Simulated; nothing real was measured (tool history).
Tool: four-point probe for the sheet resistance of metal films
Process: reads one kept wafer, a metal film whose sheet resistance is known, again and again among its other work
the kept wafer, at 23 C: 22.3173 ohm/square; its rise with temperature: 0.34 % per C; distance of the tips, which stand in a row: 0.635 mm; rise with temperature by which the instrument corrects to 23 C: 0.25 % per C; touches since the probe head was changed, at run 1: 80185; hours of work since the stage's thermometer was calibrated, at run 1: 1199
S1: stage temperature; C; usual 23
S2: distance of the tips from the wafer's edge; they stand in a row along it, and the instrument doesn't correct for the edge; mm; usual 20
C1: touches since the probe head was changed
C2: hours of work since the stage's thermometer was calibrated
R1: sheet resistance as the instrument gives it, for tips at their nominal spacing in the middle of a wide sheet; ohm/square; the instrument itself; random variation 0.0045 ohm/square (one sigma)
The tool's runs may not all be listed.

{"run": 1, "day": 0.0, "S1": 23, "S2": 20, "C1": 80185, "C2": 1199, "R1": 22.329844}
{"run": 2, "day": 2.654, "S1": 23, "S2": 31, "C1": 82334, "C2": 1232, "R1": 22.329596}
{"run": 3, "day": 3.962, "S1": 23, "S2": 31, "C1": 83396, "C2": 1248, "R1": 22.317723}
{"run": 4, "day": 6.592, "S1": 23, "S2": 31, "C1": 85525, "C2": 1281, "R1": 22.318875}
{"run": 5, "day": 8.183, "S1": 23, "S2": 31, "C1": 86814, "C2": 1301, "R1": 22.319755}
{"run": 6, "day": 10.396, "S1": 23, "S2": 31, "C1": 88606, "C2": 1328, "R1": 22.32237}
{"run": 7, "day": 13.354, "S1": 23, "S2": 31, "C1": 91002, "C2": 1365, "R1": 22.318732}
{"run": 8, "day": 14.883, "S1": 23, "S2": 31, "C1": 92240, "C2": 1384, "R1": 22.321603}
{"run": 9, "day": 17.675, "S1": 23, "S2": 31, "C1": 94504, "C2": 1419, "R1": 22.325399}
{"run": 10, "day": 20.712, "S1": 23, "S2": 31, "C1": 96963, "C2": 1457, "R1": 22.32375}
{"run": 11, "day": 23.154, "S1": 28, "S2": 20, "C1": 98942, "C2": 1487, "R1": 22.435923}
{"run": 12, "day": 25.829, "S1": 25, "S2": 4, "C1": 101108, "C2": 1521, "R1": 22.656888}
{"run": 13, "day": 28.421, "S1": 28, "S2": 20, "C1": 103207, "C2": 1553, "R1": 22.425084}
{"run": 14, "day": 30.196, "S1": 34, "S2": 10, "C1": 104647, "C2": 1575, "R1": 22.573294}
{"run": 15, "day": 33.112, "S1": 27, "S2": 8, "C1": 107009, "C2": 1611, "R1": 22.474986}
{"run": 16, "day": 36.171, "S1": 30, "S2": 52, "C1": 109486, "C2": 1649, "R1": 22.460869}
{"run": 17, "day": 38.892, "S1": 23, "S2": 50, "C1": 111690, "C2": 1683, "R1": 22.318934}
{"run": 18, "day": 41.571, "S1": 23, "S2": 50, "C1": 113862, "C2": 1717, "R1": 22.314516}
{"run": 19, "day": 43.758, "S1": 29, "S2": 10, "C1": 115632, "C2": 1744, "R1": 22.490442}
{"run": 20, "day": 46.446, "S1": 24, "S2": 74, "C1": 117810, "C2": 1777, "R1": 22.336342}

4 ways to go on from here, each from the tool as it stands after run 20. What would each give?
{"run": "A", "day": 49.475, "S1": 18, "S2": 5, "C1": 120264, "C2": 1815, "R1": "?"}
{"run": "B", "day": 49.475, "S1": 25, "S2": 19, "C1": 120264, "C2": 1815, "R1": "?"}
{"run": "C", "day": 49.475, "S1": 22, "S2": 56, "C1": 120264, "C2": 1815, "R1": "?"}
{"run": "D", "day": 49.475, "S1": 32, "S2": 20, "C1": 120264, "C2": 1815, "R1": "?"}

run=A R1=22.409503
run=B R1=22.375124
run=C R1=22.293372
run=D R1=22.506258
Without the tool's hidden state the same runs would have given:
run=A R1=22.41177
run=B R1=22.377395
run=C R1=22.295632
run=D R1=22.508548
